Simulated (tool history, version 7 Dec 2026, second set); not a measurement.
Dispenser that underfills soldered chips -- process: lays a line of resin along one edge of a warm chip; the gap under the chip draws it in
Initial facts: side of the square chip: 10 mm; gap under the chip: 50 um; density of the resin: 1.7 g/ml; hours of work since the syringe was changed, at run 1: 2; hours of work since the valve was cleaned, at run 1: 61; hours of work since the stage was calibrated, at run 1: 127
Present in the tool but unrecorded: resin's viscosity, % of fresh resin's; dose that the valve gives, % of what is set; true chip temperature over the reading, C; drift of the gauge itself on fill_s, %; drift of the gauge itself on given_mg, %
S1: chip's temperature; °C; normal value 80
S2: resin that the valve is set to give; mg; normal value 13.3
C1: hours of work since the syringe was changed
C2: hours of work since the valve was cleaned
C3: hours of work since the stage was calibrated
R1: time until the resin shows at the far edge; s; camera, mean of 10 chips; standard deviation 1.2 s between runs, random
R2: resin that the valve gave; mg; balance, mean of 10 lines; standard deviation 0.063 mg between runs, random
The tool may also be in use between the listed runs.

run 1 day=0.000 | S1=80 S2=13.3 | C1=2 C2=61 C3=127 | R1=126.9 R2=13.05
run 2 day=0.150 | S1=80 S2=13.3 | C1=4 C2=63 C3=129 | R1=143.2 R2=12.97
run 3 day=0.317 | S1=80 S2=13.3 | C1=7 C2=66 C3=132 | R1=163.7 R2=12.96
run 4 day=0.488 | S1=80 S2=15.5 | C1=10 C2=69 C3=135 | R1=183.0 R2=15.04
-- day=0.538 new syringe of resin
run 5 day=0.671 | S1=71 S2=13.3 | C1=2 C2=72 C3=138 | R1=186.7 R2=12.98
run 6 day=0.846 | S1=71 S2=13.3 | C1=5 C2=75 C3=141 | R1=207.3 R2=12.90
run 7 day=0.992 | S1=71 S2=13.3 | C1=8 C2=78 C3=143 | R1=234.2 R2=12.91
-- day=1.179 new syringe of resin
run 8 day=1.267 | S1=71 S2=13.3 | C1=1 C2=82 C3=148 | R1=182.0 R2=13.03
run 9 day=1.508 | S1=71 S2=13.3 | C1=6 C2=86 C3=152 | R1=219.0 R2=13.00
run 10 day=1.642 | S1=80 S2=13.3 | C1=8 C2=89 C3=154 | R1=169.3 R2=12.90
run 11 day=1.783 | S1=80 S2=13.3 | C1=10 C2=91 C3=157 | R1=192.2 R2=12.93
-- day=1.817 new syringe of resin
run 12 day=1.917 | S1=76 S2=13.3 | C1=2 C2=93 C3=159 | R1=152.2 R2=12.89
run 13 day=2.054 | S1=76 S2=13.3 | C1=4 C2=96 C3=161 | R1=167.8 R2=12.86
run 14 day=2.292 | S1=95 S2=17.0 | C1=8 C2=100 C3=165 | R1=98.5 R2=16.45
-- day=2.462 new syringe of resin
run 15 day=2.462 | S1=80 S2=16.8 | C1=0 C2=102 C3=168 | R1=118.3 R2=16.12
-- day=2.738 dispensing valve cleaned and set on the balance
run 16 day=2.758 | S1=80 S2=16.8 | C1=4 C2=0 C3=172 | R1=142.8 R2=16.89
run 17 day=3.012 | S1=92 S2=14.0 | C1=9 C2=5 C3=177 | R1=112.5 R2=13.95
-- day=3.154 new syringe of resin
run 18 day=3.175 | S1=70 S2=14.1 | C1=0 C2=7 C3=179 | R1=182.2 R2=14.05
run 19 day=3.412 | S1=70 S2=14.1 | C1=4 C2=11 C3=183 | R1=215.8 R2=14.19
run 20 day=3.671 | S1=70 S2=14.1 | C1=9 C2=16 C3=188 | R1=264.1 R2=14.11
-- day=3.804 new syringe of resin
run 21 day=3.912 | S1=70 S2=14.1 | C1=2 C2=20 C3=192 | R1=195.5 R2=13.98
run 22 day=4.042 | S1=90 S2=13.6 | C1=4 C2=22 C3=194 | R1=99.3 R2=13.55
run 23 day=4.271 | S1=74 S2=11.5 | C1=8 C2=26 C3=198 | R1=222.2 R2=11.41

Forecast each of these 4 alternatives for the next run:
run A day=4.408 | S1=80 S2=12.9 | C1=10 C2=28 C3=200 | R1=? R2=?
run B day=4.408 | S1=82 S2=13.3 | C1=10 C2=28 C3=200 | R1=? R2=?
run C day=4.408 | S1=67 S2=17.2 | C1=10 C2=28 C3=200 | R1=? R2=?
run D day=4.408 | S1=82 S2=11.5 | C1=10 C2=28 C3=200 | R1=? R2=?

run=A R1=190.1 R2=12.77
run=B R1=179.3 R2=13.18
run=C R1=309.6 R2=17.05
run=D R1=179.7 R2=11.46
Without the tool's hidden state the same runs would have given:
run=A R1=116.8 R2=12.87
run=B R1=110.4 R2=13.28
run=C R1=189.9 R2=17.18
run=D R1=110.4 R2=11.54

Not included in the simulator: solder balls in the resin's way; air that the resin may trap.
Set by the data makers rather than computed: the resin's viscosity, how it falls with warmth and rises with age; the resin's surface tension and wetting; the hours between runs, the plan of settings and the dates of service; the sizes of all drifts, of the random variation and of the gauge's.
